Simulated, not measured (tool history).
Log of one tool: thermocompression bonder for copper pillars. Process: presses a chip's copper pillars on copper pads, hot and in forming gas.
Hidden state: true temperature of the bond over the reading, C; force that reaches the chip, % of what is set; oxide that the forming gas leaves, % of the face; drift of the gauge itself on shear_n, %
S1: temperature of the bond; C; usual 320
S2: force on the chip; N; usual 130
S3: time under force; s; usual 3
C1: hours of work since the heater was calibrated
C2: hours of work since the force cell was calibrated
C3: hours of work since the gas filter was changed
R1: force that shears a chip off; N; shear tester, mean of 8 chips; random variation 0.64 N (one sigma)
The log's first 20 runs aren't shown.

run   hour   S1   S2  S3   C1   C2   C3     R1
 21  205.5  320  130   8  352  461  137   80.9
 22  216.0  320  180   3  359  468  144   79.9
 23  229.8  320  180   3  368  477  153   80.2
 24  239.8  296  143   2  375  484  160   41.2
 25  246.4  333  109   4  379  488  164   59.7
 26  252.3  333  176   7  383  492  168  108.7
 27  263.7  333  176   2  391  500  176   77.0
     276.6  -- forming gas filter changed
 28  276.9  350   78   2  400  508    0   36.1
 29  287.9  350   78   2  407  516    8   37.4
 30  298.7  322  156   3  414  523   15   71.2

The next listed run, before its measurement:
 31  311.6  322  156   3  423  532  24   ?

R1: 71.1 N
Without the tool's hidden state the same run would have given R1 71.5 N.
